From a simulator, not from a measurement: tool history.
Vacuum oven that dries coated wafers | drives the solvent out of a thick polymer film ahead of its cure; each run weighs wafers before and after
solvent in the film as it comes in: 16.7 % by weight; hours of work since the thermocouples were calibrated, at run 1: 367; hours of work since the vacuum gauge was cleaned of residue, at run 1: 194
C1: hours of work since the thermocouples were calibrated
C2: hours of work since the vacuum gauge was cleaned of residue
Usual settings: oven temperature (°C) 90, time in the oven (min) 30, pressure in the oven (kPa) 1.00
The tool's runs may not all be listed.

run 1 hour=0.0 | oven_temperature_(°C)=90 time_in_the_oven_(min)=30 pressure_in_the_oven_(kPa)=1.00 | C1=367 C2=194 | solvent_left_in_the_film_(%)=2.89
run 2 hour=10.1 | oven_temperature_(°C)=90 time_in_the_oven_(min)=24 pressure_in_the_oven_(kPa)=1.00 | C1=373 C2=200 | solvent_left_in_the_film_(%)=3.90
run 3 hour=19.7 | oven_temperature_(°C)=90 time_in_the_oven_(min)=24 pressure_in_the_oven_(kPa)=1.00 | C1=378 C2=205 | solvent_left_in_the_film_(%)=3.85
run 4 hour=29.3 | oven_temperature_(°C)=90 time_in_the_oven_(min)=24 pressure_in_the_oven_(kPa)=1.00 | C1=383 C2=210 | solvent_left_in_the_film_(%)=3.98
run 5 hour=43.1 | oven_temperature_(°C)=90 time_in_the_oven_(min)=24 pressure_in_the_oven_(kPa)=1.00 | C1=390 C2=217 | solvent_left_in_the_film_(%)=3.93
run 6 hour=55.6 | oven_temperature_(°C)=90 time_in_the_oven_(min)=30 pressure_in_the_oven_(kPa)=1.00 | C1=397 C2=224 | solvent_left_in_the_film_(%)=2.88
run 7 hour=65.5 | oven_temperature_(°C)=90 time_in_the_oven_(min)=30 pressure_in_the_oven_(kPa)=1.00 | C1=402 C2=229 | solvent_left_in_the_film_(%)=2.94
run 8 hour=74.3 | oven_temperature_(°C)=90 time_in_the_oven_(min)=30 pressure_in_the_oven_(kPa)=1.00 | C1=407 C2=234 | solvent_left_in_the_film_(%)=2.99
run 9 hour=83.6 | oven_temperature_(°C)=96 time_in_the_oven_(min)=30 pressure_in_the_oven_(kPa)=1.00 | C1=412 C2=239 | solvent_left_in_the_film_(%)=1.44
run 10 hour=93.2 | oven_temperature_(°C)=96 time_in_the_oven_(min)=30 pressure_in_the_oven_(kPa)=1.00 | C1=417 C2=244 | solvent_left_in_the_film_(%)=1.49
-- hour=95.3 vacuum gauge cleaned of residue and calibrated
run 11 hour=104.3 | oven_temperature_(°C)=90 time_in_the_oven_(min)=26 pressure_in_the_oven_(kPa)=2.51 | C1=422 C2=5 | solvent_left_in_the_film_(%)=3.99
run 12 hour=111.6 | oven_temperature_(°C)=90 time_in_the_oven_(min)=26 pressure_in_the_oven_(kPa)=2.51 | C1=426 C2=9 | solvent_left_in_the_film_(%)=3.92
-- hour=120.0 vacuum gauge cleaned of residue and calibrated, once more
run 13 hour=127.2 | oven_temperature_(°C)=90 time_in_the_oven_(min)=26 pressure_in_the_oven_(kPa)=2.51 | C1=434 C2=4 | solvent_left_in_the_film_(%)=3.83
run 14 hour=141.4 | oven_temperature_(°C)=90 time_in_the_oven_(min)=26 pressure_in_the_oven_(kPa)=2.51 | C1=441 C2=11 | solvent_left_in_the_film_(%)=3.86
run 15 hour=149.7 | oven_temperature_(°C)=90 time_in_the_oven_(min)=26 pressure_in_the_oven_(kPa)=2.51 | C1=446 C2=16 | solvent_left_in_the_film_(%)=3.99
run 16 hour=161.0 | oven_temperature_(°C)=90 time_in_the_oven_(min)=50 pressure_in_the_oven_(kPa)=1.00 | C1=452 C2=22 | solvent_left_in_the_film_(%)=1.20
run 17 hour=168.7 | oven_temperature_(°C)=78 time_in_the_oven_(min)=24 pressure_in_the_oven_(kPa)=1.00 | C1=456 C2=26 | solvent_left_in_the_film_(%)=7.88
run 18 hour=180.4 | oven_temperature_(°C)=90 time_in_the_oven_(min)=43 pressure_in_the_oven_(kPa)=1.00 | C1=462 C2=32 | solvent_left_in_the_film_(%)=1.63
run 19 hour=188.6 | oven_temperature_(°C)=90 time_in_the_oven_(min)=30 pressure_in_the_oven_(kPa)=3.54 | C1=467 C2=37 | solvent_left_in_the_film_(%)=3.64
run 20 hour=196.5 | oven_temperature_(°C)=90 time_in_the_oven_(min)=26 pressure_in_the_oven_(kPa)=1.65 | C1=471 C2=41 | solvent_left_in_the_film_(%)=3.67

3 ways to go on from here, each from the tool as it stands after run 20. What would each give?
run A hour=204.4 | oven_temperature_(°C)=78 time_in_the_oven_(min)=30 pressure_in_the_oven_(kPa)=1.04 | C1=475 C2=45 | solvent_left_in_the_film_(%)=?
run B hour=204.4 | oven_temperature_(°C)=87 time_in_the_oven_(min)=38 pressure_in_the_oven_(kPa)=1.57 | C1=475 C2=45 | solvent_left_in_the_film_(%)=?
run C hour=204.4 | oven_temperature_(°C)=82 time_in_the_oven_(min)=18 pressure_in_the_oven_(kPa)=2.56 | C1=475 C2=45 | solvent_left_in_the_film_(%)=?

run=A solvent_left_in_the_film_(%)=6.94
run=B solvent_left_in_the_film_(%)=3.07
run=C solvent_left_in_the_film_(%)=8.19
Without the tool's hidden state the same runs would have given:
run=A solvent_left_in_the_film_(%)=6.80
run=B solvent_left_in_the_film_(%)=2.95
run=C solvent_left_in_the_film_(%)=8.06
